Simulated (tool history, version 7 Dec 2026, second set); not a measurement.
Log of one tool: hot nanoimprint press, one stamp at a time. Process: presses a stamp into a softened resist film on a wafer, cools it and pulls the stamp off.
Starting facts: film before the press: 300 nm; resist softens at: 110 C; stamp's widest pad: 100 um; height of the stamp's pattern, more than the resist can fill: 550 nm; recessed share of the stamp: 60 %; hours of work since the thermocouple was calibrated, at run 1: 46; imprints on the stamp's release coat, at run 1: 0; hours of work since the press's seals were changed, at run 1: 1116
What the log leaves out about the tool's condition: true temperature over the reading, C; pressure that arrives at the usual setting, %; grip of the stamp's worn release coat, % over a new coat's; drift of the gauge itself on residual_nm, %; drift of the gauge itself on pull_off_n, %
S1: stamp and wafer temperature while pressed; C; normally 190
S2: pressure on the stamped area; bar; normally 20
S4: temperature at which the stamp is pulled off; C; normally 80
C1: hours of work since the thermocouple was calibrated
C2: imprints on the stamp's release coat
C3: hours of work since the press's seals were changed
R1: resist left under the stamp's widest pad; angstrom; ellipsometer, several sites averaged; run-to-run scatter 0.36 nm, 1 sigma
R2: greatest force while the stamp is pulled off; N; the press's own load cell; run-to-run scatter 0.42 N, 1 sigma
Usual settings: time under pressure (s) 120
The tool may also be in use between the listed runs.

{"run": 1, "day": 0.0, "S1": 190, "S2": 20, "time under pressure (s)": 120, "S4": 80, "C1": 46, "C2": 0, "C3": 1116, "R1": 1311, "R2": 110.8}
{"day": 1.954, "done": "press's hydraulic seals changed and the load cell set to zero"}
{"run": 2, "day": 2.5, "S1": 190, "S2": 20, "time under pressure (s)": 120, "S4": 80, "C1": 76, "C2": 189, "C3": 7, "R1": 1311, "R2": 110.8}
{"run": 3, "day": 4.5, "S1": 190, "S2": 20, "time under pressure (s)": 120, "S4": 80, "C1": 103, "C2": 364, "C3": 35, "R1": 1310, "R2": 110.8}
{"run": 4, "day": 6.862, "S1": 190, "S2": 20, "time under pressure (s)": 120, "S4": 80, "C1": 135, "C2": 570, "C3": 67, "R1": 1310, "R2": 111.2}
{"day": 8.108, "done": "stamp cleaned and given a new release coat"}
{"run": 5, "day": 9.342, "S1": 190, "S2": 20, "time under pressure (s)": 120, "S4": 80, "C1": 166, "C2": 108, "C3": 97, "R1": 1308, "R2": 110.7}
{"run": 6, "day": 10.825, "S1": 190, "S2": 20, "time under pressure (s)": 120, "S4": 80, "C1": 186, "C2": 238, "C3": 118, "R1": 1303, "R2": 110.8}
{"run": 7, "day": 13.029, "S1": 190, "S2": 20, "time under pressure (s)": 120, "S4": 80, "C1": 216, "C2": 430, "C3": 148, "R1": 1307, "R2": 111.1}
{"run": 8, "day": 14.05, "S1": 190, "S2": 20, "time under pressure (s)": 120, "S4": 80, "C1": 230, "C2": 520, "C3": 162, "R1": 1312, "R2": 111}
{"day": 15.854, "done": "stamp cleaned and given a new release coat"}
{"day": 16.658, "done": "plate thermocouple calibrated"}
{"run": 9, "day": 16.658, "S1": 190, "S2": 20, "time under pressure (s)": 120, "S4": 80, "C1": 0, "C2": 59, "C3": 192, "R1": 1307, "R2": 110.9}
{"run": 10, "day": 19.0, "S1": 190, "S2": 20, "time under pressure (s)": 120, "S4": 80, "C1": 32, "C2": 263, "C3": 224, "R1": 1313, "R2": 111}
{"run": 11, "day": 20.942, "S1": 190, "S2": 20, "time under pressure (s)": 120, "S4": 80, "C1": 58, "C2": 433, "C3": 251, "R1": 1303, "R2": 111.2}
{"run": 12, "day": 22.512, "S1": 190, "S2": 20, "time under pressure (s)": 120, "S4": 80, "C1": 80, "C2": 570, "C3": 272, "R1": 1308, "R2": 111.3}
{"day": 23.738, "done": "stamp cleaned and given a new release coat"}
{"run": 13, "day": 24.583, "S1": 185, "S2": 20, "time under pressure (s)": 120, "S4": 80, "C1": 105, "C2": 74, "C3": 297, "R1": 1535, "R2": 111.1}
{"run": 14, "day": 26.762, "S1": 190, "S2": 20, "time under pressure (s)": 120, "S4": 80, "C1": 134, "C2": 264, "C3": 327, "R1": 1307, "R2": 111}
{"run": 15, "day": 28.9, "S1": 193, "S2": 25.9, "time under pressure (s)": 61, "S4": 80, "C1": 164, "C2": 451, "C3": 356, "R1": 1382, "R2": 111.1}
{"day": 31.475, "done": "stamp cleaned and given a new release coat"}
{"run": 16, "day": 31.625, "S1": 197, "S2": 23.4, "time under pressure (s)": 92, "S4": 75, "C1": 197, "C2": 13, "C3": 390, "R1": 1090, "R2": 120.9}
{"run": 17, "day": 33.292, "S1": 197, "S2": 23.4, "time under pressure (s)": 92, "S4": 75, "C1": 220, "C2": 159, "C3": 412, "R1": 1088, "R2": 121.4}
{"run": 18, "day": 35.4, "S1": 197, "S2": 23.4, "time under pressure (s)": 92, "S4": 75, "C1": 249, "C2": 343, "C3": 441, "R1": 1090, "R2": 121.1}
{"day": 36.375, "done": "plate thermocouple calibrated"}
{"run": 19, "day": 36.633, "S1": 197, "S2": 23.4, "time under pressure (s)": 92, "S4": 75, "C1": 4, "C2": 440, "C3": 456, "R1": 1089, "R2": 121.4}
{"run": 20, "day": 37.754, "S1": 197, "S2": 23.4, "time under pressure (s)": 92, "S4": 75, "C1": 19, "C2": 538, "C3": 471, "R1": 1089, "R2": 121.3}
{"day": 39.333, "done": "stamp cleaned and given a new release coat"}
{"run": 21, "day": 39.496, "S1": 197, "S2": 12.1, "time under pressure (s)": 92, "S4": 75, "C1": 39, "C2": 14, "C3": 492, "R1": 1471, "R2": 121}

What does the tool deliver on the next run?
{"run": 22, "day": 41.758, "S1": 190, "S2": 22.8, "time under pressure (s)": 162, "S4": 76, "C1": 70, "C2": 212, "C3": 523, "R1": "?", "R2": "?"}

{"run 22": {"R1": 1089, "R2": 119.3}}
The same run, on a tool lacking any hidden state, would have yielded R1 1089 angstrom, R2 119.3 N.
